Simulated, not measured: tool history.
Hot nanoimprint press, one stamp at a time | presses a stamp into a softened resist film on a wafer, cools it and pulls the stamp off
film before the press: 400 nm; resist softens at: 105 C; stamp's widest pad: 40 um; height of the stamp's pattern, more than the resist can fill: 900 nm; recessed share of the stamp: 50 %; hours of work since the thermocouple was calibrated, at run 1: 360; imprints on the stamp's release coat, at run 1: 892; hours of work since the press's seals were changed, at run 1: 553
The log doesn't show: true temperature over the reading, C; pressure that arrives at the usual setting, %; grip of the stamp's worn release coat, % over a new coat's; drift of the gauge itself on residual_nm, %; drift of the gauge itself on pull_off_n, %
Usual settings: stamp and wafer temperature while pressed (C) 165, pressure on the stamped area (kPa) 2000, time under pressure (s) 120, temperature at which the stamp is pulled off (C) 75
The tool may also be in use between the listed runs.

| run | day | stamp and wafer temperature while pressed (C) | pressure on the stamped area (kPa) | time under pressure (s) | temperature at which the stamp is pulled off (C) | hours of work since the thermocouple was calibrated | imprints on the stamp's release coat | hours of work since the press's seals were changed | resist left under the stamp's widest pad (angstrom) | greatest force while the stamp is pulled off (N) |
|---|---|---|---|---|---|---|---|---|---|---|
| 1 | 0.000 | 165 | 2000 | 120 | 75 | 360 | 892 | 553 | 2389 | 119 |
| 2 | 0.838 | 165 | 2000 | 120 | 75 | 376 | 944 | 569 | 2417 | 115 |
| 3 | 1.650 | 165 | 2000 | 120 | 75 | 392 | 994 | 584 | 2391 | 117 |
| 4 | 2.175 | 160 | 2000 | 120 | 75 | 402 | 1027 | 594 | 3052 | 121 |
| 5 | 3.304 | 160 | 2000 | 120 | 75 | 424 | 1097 | 616 | 3054 | 124 |
|  | 3.617 | plate thermocouple calibrated |
| 6 | 4.396 | 160 | 2000 | 120 | 75 | 15 | 1157 | 635 | 3036 | 124 |
| 7 | 5.458 | 165 | 2000 | 120 | 75 | 35 | 1223 | 655 | 2424 | 117 |
|  | 6.554 | plate thermocouple calibrated, once more |
| 8 | 6.688 | 165 | 2000 | 137 | 75 | 3 | 1291 | 676 | 2167 | 117 |
|  | 7.421 | press's hydraulic seals changed and the load cell set to zero |
| 9 | 7.554 | 165 | 2000 | 137 | 75 | 13 | 1324 | 3 | 2125 | 125 |
| 10 | 8.604 | 165 | 2000 | 137 | 75 | 33 | 1389 | 23 | 2148 | 125 |
| 11 | 9.100 | 165 | 2000 | 137 | 75 | 42 | 1420 | 32 | 2164 | 121 |
| 12 | 10.208 | 165 | 2000 | 137 | 75 | 64 | 1488 | 53 | 2150 | 123 |
| 13 | 11.167 | 165 | 2000 | 137 | 75 | 82 | 1548 | 72 | 2155 | 130 |
|  | 11.571 | stamp cleaned and given a new release coat |
| 14 | 12.083 | 165 | 2000 | 137 | 75 | 95 | 31 | 85 | 2169 | 98 |
| 15 | 13.171 | 165 | 2000 | 120 | 75 | 116 | 99 | 106 | 2271 | 96 |
| 16 | 14.038 | 168 | 2000 | 120 | 73 | 132 | 152 | 122 | 1909 | 100 |
| 17 | 14.912 | 165 | 2110 | 120 | 81 | 149 | 207 | 139 | 2243 | 97 |
| 18 | 15.858 | 158 | 1580 | 87 | 67 | 167 | 265 | 157 | 3433 | 107 |
| 19 | 16.862 | 163 | 1580 | 87 | 67 | 187 | 327 | 176 | 2957 | 108 |
| 20 | 17.442 | 165 | 2000 | 219 | 77 | 198 | 363 | 187 | 1851 | 103 |
| 21 | 18.550 | 165 | 2000 | 219 | 77 | 219 | 432 | 209 | 1824 | 106 |
| 22 | 19.571 | 156 | 1430 | 120 | 73 | 239 | 495 | 228 | 3521 | 105 |
| 23 | 20.129 | 155 | 2530 | 102 | 82 | 249 | 530 | 239 | 3419 | 102 |
| 24 | 20.725 | 155 | 2530 | 102 | 82 | 261 | 567 | 251 | 3405 | 105 |
| 25 | 21.596 | 157 | 2530 | 154 | 82 | 277 | 621 | 267 | 3008 | 102 |
| 26 | 22.179 | 153 | 2070 | 154 | 80 | 289 | 657 | 278 | 3501 | 108 |
| 27 | 22.979 | 153 | 2070 | 154 | 80 | 304 | 706 | 294 | 3509 | 108 |
| 28 | 23.621 | 153 | 2070 | 154 | 80 | 316 | 746 | 306 | 3512 | 111 |
| 29 | 24.279 | 160 | 1220 | 120 | 75 | 329 | 787 | 319 | 3263 | 112 |

Hidden state at the last listed run before each entry between runs and at the first one after, where it differs:
Between runs 5 and 6: plate thermocouple calibrated (day 3.617)
  true temperature over the reading, C: -0.86 -> -1.01; pressure that arrives at the usual setting, %: 95.02 -> 94.88; grip of the stamp's worn release coat, % over a new coat's: 20.7 -> 21.8
  measured less the result without the state, resist left under the stamp's widest pad (angstrom): +139 -> +155; greatest force while the stamp is pulled off (N): +21 -> +23
Between runs 7 and 8: plate thermocouple calibrated, once more (day 6.554)
  true temperature over the reading, C: -1.04 -> 0.21; pressure that arrives at the usual setting, %: 94.72 -> 94.56; grip of the stamp's worn release coat, % over a new coat's: 23.1 -> 24.5
  measured less the result without the state, resist left under the stamp's widest pad (angstrom): +176 -> +16; greatest force while the stamp is pulled off (N): +23 -> +23
Between runs 8 and 9: press's hydraulic seals changed and the load cell set to zero (day 7.421)
  true temperature over the reading, C: 0.21 -> 0.2; pressure that arrives at the usual setting, %: 94.56 -> 99.2; grip of the stamp's worn release coat, % over a new coat's: 24.5 -> 25.1
  measured less the result without the state, resist left under the stamp's widest pad (angstrom): +16 -> -19; greatest force while the stamp is pulled off (N): +23 -> +25
Between runs 13 and 14: stamp cleaned and given a new release coat (day 11.571)
  true temperature over the reading, C: 0.08 -> 0.07; pressure that arrives at the usual setting, %: 98.63 -> 98.53; grip of the stamp's worn release coat, % over a new coat's: 29.6 -> 0.6
  measured less the result without the state, resist left under the stamp's widest pad (angstrom): +0 -> +3; greatest force while the stamp is pulled off (N): +30 -> +0

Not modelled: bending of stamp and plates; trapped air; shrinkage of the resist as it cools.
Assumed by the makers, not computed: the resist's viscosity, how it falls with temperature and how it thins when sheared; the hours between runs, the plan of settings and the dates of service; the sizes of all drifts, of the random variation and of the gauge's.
